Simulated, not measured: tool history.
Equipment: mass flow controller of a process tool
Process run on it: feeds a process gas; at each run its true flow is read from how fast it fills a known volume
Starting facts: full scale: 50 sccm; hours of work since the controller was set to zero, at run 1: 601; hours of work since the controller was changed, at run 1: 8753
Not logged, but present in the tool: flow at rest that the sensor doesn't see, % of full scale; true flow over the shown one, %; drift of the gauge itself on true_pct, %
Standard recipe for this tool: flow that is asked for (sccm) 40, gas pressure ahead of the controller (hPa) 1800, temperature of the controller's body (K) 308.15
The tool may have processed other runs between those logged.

| run | hour | flow that is asked for (sccm) | gas pressure ahead of the controller (hPa) | temperature of the controller's body (K) | hours of work since the controller was set to zero | hours of work since the controller was changed | true flow (%) |
|---|---|---|---|---|---|---|---|
| 1 | 0 | 40 | 1800 | 308.15 | 601 | 8753 | 98.95 |
| 2 | 417.7 | 40 | 1800 | 307.15 | 901 | 9053 | 99.02 |
| 3 | 790 | 40 | 1800 | 307.15 | 1168 | 9321 | 99.04 |
| 4 | 1129.8 | 7 | 1800 | 308.15 | 1412 | 9565 | 98.26 |
| 5 | 1535.3 | 7 | 1800 | 308.15 | 1704 | 9856 | 98.32 |
| 6 | 1795.9 | 7 | 1800 | 308.15 | 1891 | 10044 | 98.31 |
| 7 | 2238.5 | 40 | 1800 | 308.15 | 2209 | 10362 | 99.19 |
| 8 | 2541.5 | 40 | 1800 | 308.15 | 2427 | 10579 | 99.26 |
| 9 | 2756.6 | 40 | 1800 | 308.15 | 2581 | 10734 | 99.3 |
| 10 | 3113.8 | 40 | 1800 | 308.15 | 2838 | 10991 | 99.4 |
| 11 | 3486.5 | 40 | 1800 | 306.15 | 3106 | 11258 | 99.46 |
| 12 | 3839.3 | 22 | 1800 | 308.15 | 3359 | 11512 | 98.9 |
| 13 | 4144.1 | 22 | 1800 | 308.15 | 3578 | 11731 | 98.91 |
| 14 | 4334.5 | 22 | 1800 | 308.15 | 3715 | 11868 | 99.05 |
| 15 | 4703.2 | 22 | 1800 | 308.15 | 3980 | 12133 | 98.97 |
| 16 | 5034.3 | 22 | 1800 | 308.15 | 4218 | 12371 | 98.96 |
| 17 | 5410.8 | 22 | 1800 | 308.15 | 4488 | 12641 | 99 |
| 18 | 5836.2 | 22 | 1800 | 294.15 | 4794 | 12947 | 100.12 |
| 19 | 6192 | 22 | 1800 | 294.15 | 5050 | 13202 | 100.17 |
|  | 6302.8 | controller exchanged for a calibrated one |
| 20 | 6588.8 | 22 | 1800 | 294.15 | 205 | 205 | 100.17 |
| 21 | 7018.4 | 22 | 1800 | 294.15 | 514 | 514 | 100.3 |
| 22 | 7270.6 | 22 | 1800 | 294.15 | 695 | 695 | 100.26 |
| 23 | 7597.1 | 22 | 1800 | 294.15 | 930 | 930 | 100.31 |
| 24 | 8026.3 | 22 | 1800 | 294.15 | 1238 | 1238 | 100.37 |
| 25 | 8467.5 | 22 | 1800 | 294.15 | 1555 | 1555 | 100.41 |
|  | 8541.7 | gauge calibrated |
| 26 | 8736.1 | 7 | 2260 | 301.15 | 1748 | 1748 | 98.87 |
| 27 | 8942.7 | 7 | 2260 | 301.15 | 1897 | 1897 | 98.93 |
| 28 | 9168.1 | 7 | 2240 | 301.15 | 2059 | 2059 | 98.82 |
| 29 | 9424.2 | 7 | 1480 | 301.15 | 2243 | 2243 | 98.49 |
| 30 | 9616.1 | 7 | 1480 | 301.15 | 2381 | 2381 | 98.65 |
| 31 | 9968.9 | 7 | 1480 | 301.15 | 2634 | 2634 | 98.53 |
| 32 | 10411 | 7 | 1480 | 301.15 | 2952 | 2952 | 98.66 |
| 33 | 10702.1 | 34 | 1810 | 307.15 | 3161 | 3161 | 99.13 |
| 34 | 10980 | 34 | 1810 | 307.15 | 3361 | 3361 | 99.08 |
| 35 | 11333.6 | 40 | 2540 | 297.15 | 3615 | 3615 | 100.44 |
| 36 | 11675.2 | 40 | 2540 | 297.15 | 3860 | 3860 | 100.48 |
| 37 | 11875.2 | 17 | 1810 | 297.15 | 4004 | 4004 | 99.45 |
| 38 | 12085.5 | 22 | 1720 | 297.15 | 4155 | 4155 | 99.64 |
| 39 | 12423.7 | 11 | 2280 | 295.15 | 4398 | 4398 | 99.96 |
| 40 | 12669.7 | 11 | 2280 | 295.15 | 4575 | 4575 | 99.93 |
| 41 | 13032.1 | 11 | 2280 | 295.15 | 4835 | 4835 | 99.88 |
| 42 | 13257.6 | 11 | 1810 | 295.15 | 4997 | 4997 | 99.67 |
| 43 | 13518.9 | 11 | 1810 | 295.15 | 5185 | 5185 | 99.89 |
| 44 | 13711.1 | 11 | 1810 | 295.15 | 5323 | 5323 | 99.92 |
| 45 | 14129 | 11 | 1810 | 295.15 | 5624 | 5624 | 99.79 |
| 46 | 14383.3 | 11 | 1810 | 295.15 | 5806 | 5806 | 99.7 |
| 47 | 14567.3 | 34 | 1550 | 299.15 | 5938 | 5938 | 100 |
| 48 | 14779.3 | 10 | 1990 | 299.15 | 6091 | 6091 | 99.63 |

Some steps in true flow (%), run to run, broken into two amounts with sign: the step expected even without the hidden condition (settings, incoming material, random variation), and the rest, left for the hidden condition together with whatever gauge scatter is not in both the measured and the hidden-condition-free result:
Run 17 -> 18: temperature of the controller's body (K) 308.15 -> 294.15. true flow (%) +1.12: hidden state +0.06, all else +1.06.
Run 24 -> 25: no setting changed, nothing entered. true flow (%) +0.04: hidden state +0.06, all else -0.02.
Run 25 -> 26: flow that is asked for (sccm) 22 -> 7, gas pressure ahead of the controller (hPa) 1800 -> 2260, temperature of the controller's body (K) 294.15 -> 301.15, gauge calibrated. true flow (%) -1.54: hidden state -0.97, all else -0.57.
Run 34 -> 35: flow that is asked for (sccm) 34 -> 40, gas pressure ahead of the controller (hPa) 1810 -> 2540, temperature of the controller's body (K) 307.15 -> 297.15. true flow (%) +1.36: hidden state +0.04, all else +1.32.
